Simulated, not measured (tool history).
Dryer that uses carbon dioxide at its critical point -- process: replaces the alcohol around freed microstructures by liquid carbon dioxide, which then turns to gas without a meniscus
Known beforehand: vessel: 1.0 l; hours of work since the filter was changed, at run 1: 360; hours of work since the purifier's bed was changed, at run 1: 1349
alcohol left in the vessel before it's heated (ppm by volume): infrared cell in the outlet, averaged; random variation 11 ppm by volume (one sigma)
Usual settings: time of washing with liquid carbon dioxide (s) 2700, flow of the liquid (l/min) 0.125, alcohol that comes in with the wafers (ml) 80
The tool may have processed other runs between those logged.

| run | hour | time of washing with liquid carbon dioxide (s) | flow of the liquid (l/min) | alcohol that comes in with the wafers (ml) | hours of work since the filter was changed | hours of work since the purifier's bed was changed | alcohol left in the vessel before it's heated (ppm by volume) |
|---|---|---|---|---|---|---|---|
| 1 | 0 | 2700 | 0.125 | 80 | 360 | 1349 | 1021 |
| 2 | 50.1 | 2700 | 0.125 | 80 | 399 | 1387 | 1035 |
| 3 | 88 | 2760 | 0.125 | 80 | 428 | 1416 | 978 |
|  | 111.1 | purifier's bed changed |
| 4 | 128.4 | 2760 | 0.125 | 80 | 456 | 13 | 714 |
| 5 | 184.5 | 2700 | 0.125 | 80 | 499 | 56 | 816 |
| 6 | 221.6 | 2700 | 0.125 | 80 | 528 | 85 | 815 |
| 7 | 253.4 | 2700 | 0.112 | 80 | 552 | 109 | 1339 |
| 8 | 298.3 | 2700 | 0.112 | 80 | 586 | 143 | 1344 |
|  | 308.9 | inlet filter changed |
| 9 | 325.2 | 2040 | 0.125 | 80 | 12 | 163 | 2179 |
| 10 | 379.5 | 3000 | 0.125 | 80 | 54 | 205 | 450 |
| 11 | 420.4 | 3000 | 0.125 | 80 | 85 | 236 | 444 |
| 12 | 460.4 | 3000 | 0.125 | 80 | 116 | 267 | 452 |
| 13 | 509.4 | 3000 | 0.125 | 80 | 154 | 304 | 491 |
| 14 | 560.9 | 2700 | 0.192 | 80 | 193 | 344 | 129 |
| 15 | 598 | 2700 | 0.125 | 69 | 221 | 372 | 696 |
| 16 | 641 | 2700 | 0.114 | 69 | 254 | 405 | 1013 |
| 17 | 696 | 2700 | 0.114 | 69 | 296 | 447 | 1037 |
| 18 | 751.2 | 2700 | 0.114 | 69 | 339 | 489 | 1090 |
| 19 | 811.4 | 2700 | 0.114 | 69 | 385 | 536 | 1107 |
| 20 | 860.9 | 2700 | 0.114 | 69 | 423 | 574 | 1151 |
| 21 | 908.2 | 2700 | 0.114 | 69 | 459 | 610 | 1167 |
| 22 | 966.8 | 2700 | 0.125 | 80 | 504 | 655 | 949 |
| 23 | 1022.7 | 2700 | 0.167 | 80 | 547 | 697 | 304 |
| 24 | 1062.5 | 2580 | 0.192 | 105 | 577 | 728 | 263 |
|  | 1085 | inlet filter changed |
| 25 | 1121.7 | 1800 | 0.111 | 33 | 28 | 773 | 2099 |
| 26 | 1153.3 | 3480 | 0.088 | 80 | 52 | 797 | 1236 |
| 27 | 1202.3 | 2880 | 0.186 | 87 | 90 | 834 | 204 |
| 28 | 1240.5 | 1680 | 0.164 | 59 | 119 | 864 | 1299 |
| 29 | 1268.2 | 2280 | 0.153 | 80 | 140 | 885 | 717 |
| 30 | 1311.2 | 2580 | 0.118 | 80 | 173 | 918 | 1244 |
| 31 | 1343.4 | 3480 | 0.118 | 61 | 198 | 942 | 368 |
| 32 | 1382.4 | 1680 | 0.086 | 49 | 228 | 972 | 6775 |
| 33 | 1434.6 | 1680 | 0.079 | 39 | 268 | 1012 | 6562 |
| 34 | 1479.1 | 2220 | 0.145 | 80 | 302 | 1046 | 1074 |
| 35 | 1538.2 | 1740 | 0.125 | 56 | 347 | 1092 | 2908 |
| 36 | 1590.1 | 1740 | 0.125 | 56 | 387 | 1131 | 2977 |
| 37 | 1634.6 | 2700 | 0.125 | 80 | 421 | 1165 | 982 |
| 38 | 1678.6 | 3660 | 0.13 | 54 | 455 | 1199 | 325 |
| 39 | 1710.6 | 3660 | 0.13 | 54 | 479 | 1224 | 321 |
| 40 | 1765.2 | 1980 | 0.209 | 64 | 521 | 1265 | 445 |
| 41 | 1802.5 | 4260 | 0.209 | 32 | 549 | 1294 | 260 |
| 42 | 1842.5 | 3480 | 0.125 | 96 | 580 | 1325 | 525 |
|  | 1861 | inlet filter changed |
| 43 | 1874.8 | 2700 | 0.125 | 29 | 11 | 1349 | 493 |
| 44 | 1933 | 2160 | 0.099 | 24 | 55 | 1393 | 1479 |
|  | 1982.4 | purifier's bed changed |
| 45 | 1983.8 | 2040 | 0.099 | 39 | 92 | 1 | 2279 |
| 46 | 2034.6 | 2700 | 0.096 | 119 | 131 | 40 | 3225 |

Here are 5 independent what-if runs from the current tool condition. What would each one return?
| A | 2070.6 | 3540 | 0.096 | 72 | 158 | 68 | ? |
| B | 2070.6 | 2700 | 0.125 | 34 | 158 | 68 | ? |
| C | 2070.6 | 2880 | 0.125 | 80 | 158 | 68 | ? |
| D | 2070.6 | 3420 | 0.098 | 29 | 158 | 68 | ? |
| E | 2070.6 | 2700 | 0.111 | 80 | 158 | 68 | ? |

| run | alcohol left in the vessel before it's heated (ppm by volume) |
|---|---|
| A | 647 |
| B | 298 |
| C | 506 |
| D | 292 |
| E | 1207 |
Without the tool's hidden state the same runs would have given:
| run | alcohol left in the vessel before it's heated (ppm by volume) |
|---|---|
| A | 584 |
| B | 262 |
| C | 452 |
| D | 256 |
| E | 1110 |
